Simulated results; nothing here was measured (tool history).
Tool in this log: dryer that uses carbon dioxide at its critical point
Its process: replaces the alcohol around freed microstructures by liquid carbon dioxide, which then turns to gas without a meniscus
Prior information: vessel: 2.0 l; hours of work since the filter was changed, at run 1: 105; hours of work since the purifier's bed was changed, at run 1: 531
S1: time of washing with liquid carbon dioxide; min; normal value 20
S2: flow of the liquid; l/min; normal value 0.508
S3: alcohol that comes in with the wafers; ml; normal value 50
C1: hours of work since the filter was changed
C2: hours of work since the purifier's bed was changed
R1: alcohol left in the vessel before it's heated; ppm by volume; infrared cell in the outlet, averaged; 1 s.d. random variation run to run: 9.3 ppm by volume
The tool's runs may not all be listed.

Run 1, day 0: usual settings; C1 105; C2 531. Result: R1 767 ppm by volume.
Run 2, day 1.188: usual settings; C1 117; C2 543. Result: R1 785 ppm by volume.
Run 3, day 2.504: usual settings; C1 130; C2 557. Result: R1 784 ppm by volume.
Run 4, day 4: usual settings; C1 145; C2 572. Result: R1 804 ppm by volume.
Run 5, day 5.158: usual settings; C1 157; C2 584. Result: R1 797 ppm by volume.
Run 6, day 6.625: usual settings but S1 22 min; C1 172; C2 599. Result: R1 629 ppm by volume.
Run 7, day 8.175: usual settings but S3 48 ml; C1 188; C2 614. Result: R1 828 ppm by volume.
Run 8, day 9.579: usual settings but S3 48 ml; C1 202; C2 629. Result: R1 862 ppm by volume.
Run 9, day 10.812: usual settings; C1 215; C2 641. Result: R1 898 ppm by volume.
Run 10, day 12.212: usual settings; C1 229; C2 655. Result: R1 892 ppm by volume.
Run 11, day 13.588: usual settings but S3 23 ml; C1 243; C2 669. Result: R1 514 ppm by volume.
Run 12, day 14.983: usual settings but S3 23 ml; C1 257; C2 684. Result: R1 515 ppm by volume.
Run 13, day 16.1: usual settings but S2 0.784 l/min, S3 23 ml; C1 268; C2 695. Result: R1 209 ppm by volume.
Run 14, day 16.808: usual settings but S3 62 ml; C1 275; C2 702. Result: R1 1193 ppm by volume.
Run 15, day 18.408: usual settings but S3 62 ml; C1 292; C2 718. Result: R1 1214 ppm by volume.
At day 19.121: inlet filter changed.
Run 16, day 19.929: usual settings but S3 62 ml; C1 8; C2 733. Result: R1 812 ppm by volume.
Run 17, day 20.879: usual settings; C1 18; C2 743. Result: R1 718 ppm by volume.
Run 18, day 22.254: usual settings; C1 32; C2 757. Result: R1 743 ppm by volume.
Run 19, day 23.454: usual settings but S3 33 ml; C1 44; C2 769. Result: R1 548 ppm by volume.
Run 20, day 24.242: usual settings but S1 27 min; C1 52; C2 777. Result: R1 320 ppm by volume.
Run 21, day 24.946: usual settings but S1 27 min; C1 59; C2 784. Result: R1 328 ppm by volume.
Run 22, day 26.012: usual settings but S1 27 min; C1 70; C2 795. Result: R1 339 ppm by volume.
Run 23, day 27.229: usual settings but S1 27 min; C1 82; C2 808. Result: R1 355 ppm by volume.
Run 24, day 28.475: usual settings but S1 27 min; C1 95; C2 820. Result: R1 352 ppm by volume.
Run 25, day 30.025: usual settings but S1 27 min; C1 111; C2 836. Result: R1 371 ppm by volume.
Run 26, day 31.392: usual settings but S1 27 min; C1 125; C2 850. Result: R1 387 ppm by volume.
Run 27, day 32.833: usual settings but S1 14 min, S2 0.844 l/min; C1 139; C2 865. Result: R1 535 ppm by volume.
Run 28, day 34.425: usual settings but S1 13 min, S2 0.844 l/min, S3 73 ml; C1 156; C2 881. Result: R1 865 ppm by volume.
Run 29, day 35.979: usual settings but S1 28 min, S2 0.327 l/min, S3 52 ml; C1 171; C2 896. Result: R1 1345 ppm by volume.
Run 30, day 37.133: usual settings but S2 0.728 l/min, S3 24 ml; C1 183; C2 908. Result: R1 272 ppm by volume.
Run 31, day 37.85: usual settings but S2 0.728 l/min, S3 24 ml; C1 190; C2 915. Result: R1 271 ppm by volume.
Run 32, day 39.292: usual settings but S1 15 min, S2 0.446 l/min, S3 64 ml; C1 205; C2 930. Result: R1 3467 ppm by volume.
Run 33, day 40.058: usual settings but S2 0.478 l/min; C1 213; C2 938. Result: R1 1144 ppm by volume.
Run 34, day 41.667: usual settings but S3 93 ml; C1 229; C2 954. Result: R1 1680 ppm by volume.
Run 35, day 42.846: usual settings but S3 93 ml; C1 241; C2 966. Result: R1 1677 ppm by volume.
Run 36, day 43.567: usual settings but S1 30 min, S2 0.327 l/min, S3 22 ml; C1 248; C2 974. Result: R1 664 ppm by volume.
Run 37, day 44.288: usual settings but S1 19 min, S2 0.469 l/min; C1 256; C2 981. Result: R1 1468 ppm by volume.
Run 38, day 45.062: usual settings but S1 25 min, S2 0.535 l/min, S3 108 ml; C1 264; C2 989. Result: R1 820 ppm by volume.
Run 39, day 46.538: usual settings but S1 21 min, S2 0.312 l/min, S3 118 ml; C1 279; C2 1004. Result: R1 7540 ppm by volume.
Run 40, day 47.738: usual settings but S2 0.346 l/min, S3 88 ml; C1 291; C2 1016. Result: R1 4963 ppm by volume.
At day 48.467: inlet filter changed.
Run 41, day 48.912: usual settings but S3 66 ml; C1 5; C2 1028. Result: R1 923 ppm by volume.
Run 42, day 49.983: usual settings but S2 0.651 l/min; C1 15; C2 1038. Result: R1 405 ppm by volume.
Run 43, day 51.138: usual settings but S1 18 min, S2 0.529 l/min, S3 78 ml; C1 27; C2 1050. Result: R1 1292 ppm by volume.
Run 44, day 52.138: usual settings but S1 18 min, S2 0.675 l/min, S3 21 ml; C1 37; C2 1060. Result: R1 342 ppm by volume.
Run 45, day 53.279: usual settings but S1 18 min, S2 0.675 l/min, S3 21 ml; C1 49; C2 1072. Result: R1 338 ppm by volume.
At day 53.817: purifier's bed changed.
Run 46, day 54.354: usual settings but S1 18 min, S2 0.675 l/min, S3 21 ml; C1 59; C2 5. Result: R1 115 ppm by volume.
Run 47, day 55.771: usual settings but S1 18 min, S2 0.675 l/min, S3 21 ml; C1 73; C2 20. Result: R1 123 ppm by volume.

What if the next run were any one of these 3? Each begins from the tool's condition after run 47:
Run A, day 56.588: usual settings but S2 0.675 l/min, S3 21 ml; C1 81; C2 28. Result: R1 ?.
Run B, day 56.588: usual settings but S1 28 min, S2 0.309 l/min, S3 99 ml; C1 81; C2 28. Result: R1 ?.
Run C, day 56.588: usual settings but S1 22 min, S2 0.53 l/min; C1 81; C2 28. Result: R1 ?.

run    R1
  A    79
  B  2256
  C   348
What these runs would have given with no unlogged condition in the tool:
run    R1
  A    59
  B  2001
  C   289

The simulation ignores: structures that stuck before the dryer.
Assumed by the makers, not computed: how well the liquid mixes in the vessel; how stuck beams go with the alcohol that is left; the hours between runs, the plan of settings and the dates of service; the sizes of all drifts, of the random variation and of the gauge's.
